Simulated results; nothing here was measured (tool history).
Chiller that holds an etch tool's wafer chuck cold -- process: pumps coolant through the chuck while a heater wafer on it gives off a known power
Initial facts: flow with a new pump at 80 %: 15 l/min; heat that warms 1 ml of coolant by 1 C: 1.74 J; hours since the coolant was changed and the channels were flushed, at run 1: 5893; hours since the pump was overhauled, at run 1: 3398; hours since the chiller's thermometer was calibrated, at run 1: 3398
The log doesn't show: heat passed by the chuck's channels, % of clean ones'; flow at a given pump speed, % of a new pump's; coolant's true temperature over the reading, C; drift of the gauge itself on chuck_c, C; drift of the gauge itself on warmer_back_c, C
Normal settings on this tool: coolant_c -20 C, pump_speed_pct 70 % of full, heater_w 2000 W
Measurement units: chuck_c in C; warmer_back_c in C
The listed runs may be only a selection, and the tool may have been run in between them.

| run | hour | coolant_c | pump_speed_pct | heater_w | hours since the coolant was changed and the channels were flushed | hours since the pump was overhauled | hours since the chiller's thermometer was calibrated | chuck_c | warmer_back_c |
|---|---|---|---|---|---|---|---|---|---|
| 1 | 0.0 | -20 | 70 | 2000 | 5893 | 3398 | 3398 | 1.6 | 5.51 |
| 2 | 92.6 | -20 | 70 | 2000 | 5986 | 3490 | 3490 | 1.7 | 5.57 |
| 3 | 202.0 | -20 | 70 | 2000 | 6095 | 3600 | 3600 | 1.8 | 5.53 |
| 4 | 362.8 | -20 | 70 | 2000 | 6256 | 3761 | 3761 | 1.8 | 5.50 |
| 5 | 472.7 | -20 | 70 | 2000 | 6366 | 3871 | 3871 | 1.7 | 5.50 |
| 6 | 556.0 | -20 | 70 | 2000 | 6449 | 3954 | 3954 | 1.8 | 5.51 |
|  | 576.0 | chiller's thermometer calibrated |
| 7 | 646.1 | -20 | 70 | 2000 | 6538 | 4043 | 70 | 2.1 | 5.55 |
| 8 | 808.5 | -20 | 70 | 2000 | 6701 | 4205 | 232 | 2.1 | 5.47 |
| 9 | 978.7 | -11 | 70 | 2000 | 6871 | 4376 | 403 | 11.2 | 5.46 |
|  | 1065.7 | coolant changed, channels flushed |
| 10 | 1153.0 | -11 | 70 | 2000 | 87 | 4544 | 571 | 9.2 | 5.49 |
| 11 | 1296.2 | -11 | 62 | 2000 | 230 | 4687 | 714 | 10.9 | 6.31 |
| 12 | 1427.1 | -27 | 70 | 2000 | 361 | 4818 | 845 | -6.8 | 5.53 |
| 13 | 1586.7 | -16 | 70 | 2000 | 521 | 4978 | 1005 | 4.2 | 5.53 |
| 14 | 1780.0 | -16 | 70 | 2000 | 714 | 5171 | 1198 | 4.1 | 5.53 |
| 15 | 1883.1 | -16 | 70 | 2000 | 817 | 5274 | 1301 | 4.2 | 5.53 |
| 16 | 2064.1 | -11 | 99 | 2251 | 998 | 5455 | 1482 | 6.9 | 4.30 |
| 17 | 2181.0 | -11 | 99 | 2251 | 1115 | 5572 | 1599 | 6.8 | 4.29 |
| 18 | 2319.9 | -22 | 74 | 2000 | 1254 | 5711 | 1738 | -2.5 | 5.28 |
| 19 | 2452.7 | -20 | 70 | 1749 | 1387 | 5844 | 1871 | -2.2 | 4.86 |
| 20 | 2646.7 | -20 | 68 | 1708 | 1581 | 6038 | 2065 | -2.3 | 4.92 |
| 21 | 2818.4 | -20 | 93 | 1743 | 1753 | 6209 | 2236 | -5.5 | 3.62 |
| 22 | 2992.6 | -20 | 93 | 1743 | 1927 | 6384 | 2411 | -5.4 | 3.63 |
| 23 | 3130.3 | -17 | 70 | 2625 | 2065 | 6521 | 2548 | 10.0 | 7.32 |
| 24 | 3302.1 | -13 | 75 | 1218 | 2236 | 6693 | 2720 | -1.1 | 3.24 |
| 25 | 3471.3 | -24 | 86 | 1218 | 2406 | 6862 | 2889 | -13.2 | 2.74 |
| 26 | 3644.2 | -18 | 92 | 2200 | 2579 | 7035 | 3062 | 0.8 | 4.65 |
| 27 | 3782.8 | -16 | 70 | 1156 | 2717 | 7174 | 3201 | -3.7 | 3.27 |
| 28 | 3936.3 | -20 | 64 | 1717 | 2871 | 7327 | 3354 | -0.7 | 5.28 |
| 29 | 4025.8 | -20 | 84 | 2945 | 2960 | 7417 | 3444 | 7.1 | 6.86 |
| 30 | 4163.1 | -18 | 61 | 1546 | 3097 | 7554 | 3581 | -0.1 | 5.04 |

Alternative continuations, all from the tool just after run 30; predict every row:
| A | 4325.9 | -18 | 80 | 1513 | 3260 | 7717 | 3744 | ? | ? |
| B | 4325.9 | -20 | 70 | 2000 | 3260 | 7717 | 3744 | ? | ? |
| C | 4325.9 | -16 | 61 | 1546 | 3260 | 7717 | 3744 | ? | ? |
| D | 4325.9 | -16 | 67 | 1221 | 3260 | 7717 | 3744 | ? | ? |
| E | 4325.9 | -21 | 97 | 1020 | 3260 | 7717 | 3744 | ? | ? |

| run | chuck_c | warmer_back_c |
|---|---|---|
| A | -3.6 | 3.70 |
| B | 1.1 | 5.68 |
| C | 2.0 | 5.06 |
| D | -2.9 | 3.66 |
| E | -12.7 | 2.05 |
Had the tool no hidden state, the same runs would have come out as:
| run | chuck_c | warmer_back_c |
|---|---|---|
| A | -4.6 | 3.47 |
| B | -0.5 | 5.32 |
| C | 0.7 | 4.74 |
| D | -3.9 | 3.43 |
| E | -13.3 | 1.92 |
